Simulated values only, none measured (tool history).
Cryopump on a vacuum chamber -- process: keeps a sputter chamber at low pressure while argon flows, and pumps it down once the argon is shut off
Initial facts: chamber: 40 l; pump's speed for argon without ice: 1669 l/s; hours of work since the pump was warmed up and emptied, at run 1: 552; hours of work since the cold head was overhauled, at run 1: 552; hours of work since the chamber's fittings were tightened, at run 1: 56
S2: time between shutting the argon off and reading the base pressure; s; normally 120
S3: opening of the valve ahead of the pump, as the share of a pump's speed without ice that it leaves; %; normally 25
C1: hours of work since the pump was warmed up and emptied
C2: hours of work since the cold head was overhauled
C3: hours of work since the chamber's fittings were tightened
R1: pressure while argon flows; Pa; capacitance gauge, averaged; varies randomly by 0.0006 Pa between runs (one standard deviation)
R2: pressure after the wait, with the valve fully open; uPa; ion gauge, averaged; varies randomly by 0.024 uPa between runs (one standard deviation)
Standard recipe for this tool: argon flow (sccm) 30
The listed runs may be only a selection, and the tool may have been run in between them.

Run 1, hour 0: usual settings; C1 552; C2 552; C3 56. Result: R1 0.1274 Pa, R2 0.98 uPa.
Run 2, hour 70.9: usual settings; C1 587; C2 587; C3 91. Result: R1 0.1284 Pa, R2 1.04 uPa.
Run 3, hour 125.8: usual settings but S3 51 %; C1 614; C2 614; C3 119. Result: R1 0.0671 Pa, R2 1.08 uPa.
Run 4, hour 170: usual settings but S3 51 %; C1 637; C2 637; C3 141. Result: R1 0.0663 Pa, R2 1.12 uPa.
Run 5, hour 200.3: usual settings but S3 51 %; C1 652; C2 652; C3 156. Result: R1 0.0672 Pa, R2 1.12 uPa.
Run 6, hour 255.4: usual settings; C1 679; C2 679; C3 184. Result: R1 0.1299 Pa, R2 1.2 uPa.
Run 7, hour 292.9: usual settings; C1 698; C2 698; C3 202. Result: R1 0.1291 Pa, R2 1.19 uPa.
At hour 359.3: pump warmed up, emptied and cooled again.
Run 8, hour 361.8: usual settings; C1 1; C2 730; C3 234. Result: R1 0.1216 Pa, R2 1.16 uPa.
Run 9, hour 430.9: usual settings; C1 36; C2 765; C3 269. Result: R1 0.1224 Pa, R2 1.16 uPa.
Run 10, hour 497.6: usual settings; C1 69; C2 798; C3 302. Result: R1 0.1233 Pa, R2 1.26 uPa.
Run 11, hour 565.8: usual settings but S3 22 %; C1 103; C2 832; C3 336. Result: R1 0.139 Pa, R2 1.29 uPa.
Run 12, hour 628.9: usual settings but S3 22 %; C1 135; C2 864; C3 368. Result: R1 0.1403 Pa, R2 1.36 uPa.
Run 13, hour 663.5: usual settings but S3 22 %; C1 152; C2 881; C3 385. Result: R1 0.1399 Pa, R2 1.41 uPa.
Run 14, hour 703.8: usual settings; C1 172; C2 901; C3 406. Result: R1 0.1247 Pa, R2 1.44 uPa.
Run 15, hour 745.7: usual settings; C1 193; C2 922; C3 426. Result: R1 0.1242 Pa, R2 1.48 uPa.
Run 16, hour 806: usual settings; C1 224; C2 953; C3 457. Result: R1 0.1248 Pa, R2 1.52 uPa.
Run 17, hour 863.5: usual settings; C1 252; C2 981; C3 486. Result: R1 0.1246 Pa, R2 1.55 uPa.
Run 18, hour 932.6: usual settings but argon flow (sccm) 25, S2 208 s, S3 17 %; C1 287; C2 1016; C3 520. Result: R1 0.1507 Pa, R2 1.31 uPa.
Run 19, hour 977.5: usual settings but S3 42 %; C1 309; C2 1038; C3 543. Result: R1 0.0761 Pa, R2 1.65 uPa.
Run 20, hour 1035.7: usual settings but argon flow (sccm) 15, S2 96 s, S3 35 %; C1 339; C2 1068; C3 572. Result: R1 0.0447 Pa, R2 1.82 uPa.
Run 21, hour 1099.3: usual settings but S3 28 %; C1 370; C2 1099; C3 604. Result: R1 0.1126 Pa, R2 1.76 uPa.
Run 22, hour 1131.2: usual settings but S2 70 s, S3 57 %; C1 386; C2 1115; C3 620. Result: R1 0.058 Pa, R2 2.23 uPa.
Run 23, hour 1178: usual settings but argon flow (sccm) 14, S2 93 s, S3 16 %; C1 410; C2 1139; C3 643. Result: R1 0.0921 Pa, R2 1.97 uPa.
Run 24, hour 1249.3: usual settings but argon flow (sccm) 17, S2 40 s, S3 32 %; C1 446; C2 1174; C3 679. Result: R1 0.0572 Pa, R2 3.3 uPa.
Run 25, hour 1292.6: usual settings but argon flow (sccm) 17, S2 40 s, S3 32 %; C1 467; C2 1196; C3 700. Result: R1 0.0578 Pa, R2 3.38 uPa.
Run 26, hour 1363.6: usual settings but S2 82 s, S3 27 %; C1 503; C2 1232; C3 736. Result: R1 0.1185 Pa, R2 2.29 uPa.
Run 27, hour 1416.6: usual settings but S2 159 s; C1 529; C2 1258; C3 762. Result: R1 0.1269 Pa, R2 1.92 uPa.
Run 28, hour 1452.5: usual settings but S2 159 s; C1 547; C2 1276; C3 780. Result: R1 0.1278 Pa, R2 1.94 uPa.
Run 29, hour 1493.1: usual settings but argon flow (sccm) 35, S2 270 s, S3 20 %; C1 568; C2 1297; C3 801. Result: R1 0.1851 Pa, R2 1.75 uPa.
Run 30, hour 1522.2: usual settings but argon flow (sccm) 22, S2 114 s, S3 19 %; C1 582; C2 1311; C3 815. Result: R1 0.1226 Pa, R2 2.26 uPa.
Run 31, hour 1565.5: usual settings but argon flow (sccm) 48, S2 20 s, S3 22 %; C1 604; C2 1333; C3 837. Result: R1 0.2336 Pa, R2 5.42 uPa.
Run 32, hour 1635.2: usual settings but argon flow (sccm) 48, S2 20 s, S3 22 %; C1 639; C2 1368; C3 872. Result: R1 0.2339 Pa, R2 5.64 uPa.
Run 33, hour 1680.8: usual settings but argon flow (sccm) 15; C1 662; C2 1391; C3 895. Result: R1 0.065 Pa, R2 2.33 uPa.

The same runs without the tool's hidden state, with the same run-to-run variation:
Hidden conditions of the tool in this case: pump's speed, % of a pump's without ice; cold plate's temperature, K; leak into the chamber, uPa l/s; drift of the gauge itself on working_pa, %; drift of the gauge itself on base_upa, %.
run      R1    R2
  1  0.1212  0.86
  2  0.1217  0.86
  3    0.06  0.85
  4   0.059  0.85
  5  0.0597  0.83
  6  0.1219  0.86
  7   0.121  0.82
  8   0.121  0.85
  9  0.1215   0.8
 10  0.1221  0.84
 11  0.1374  0.84
 12  0.1384  0.84
 13  0.1378  0.87
 14  0.1225  0.87
 15  0.1217  0.88
 16   0.122  0.86
 17  0.1215  0.83
 18  0.1477  0.53
 19  0.0723  0.86
 20  0.0426  0.97
 21  0.1081  0.85
 22  0.0534   1.3
 23  0.0897  0.99
 24  0.0541  2.22
 25  0.0546  2.26
 26  0.1124  1.12
 27  0.1205  0.69
 28  0.1211  0.69
 29   0.177  0.46
 30  0.1174  0.91
 31  0.2218  4.07
 32  0.2213  4.18
 33  0.0609  0.85

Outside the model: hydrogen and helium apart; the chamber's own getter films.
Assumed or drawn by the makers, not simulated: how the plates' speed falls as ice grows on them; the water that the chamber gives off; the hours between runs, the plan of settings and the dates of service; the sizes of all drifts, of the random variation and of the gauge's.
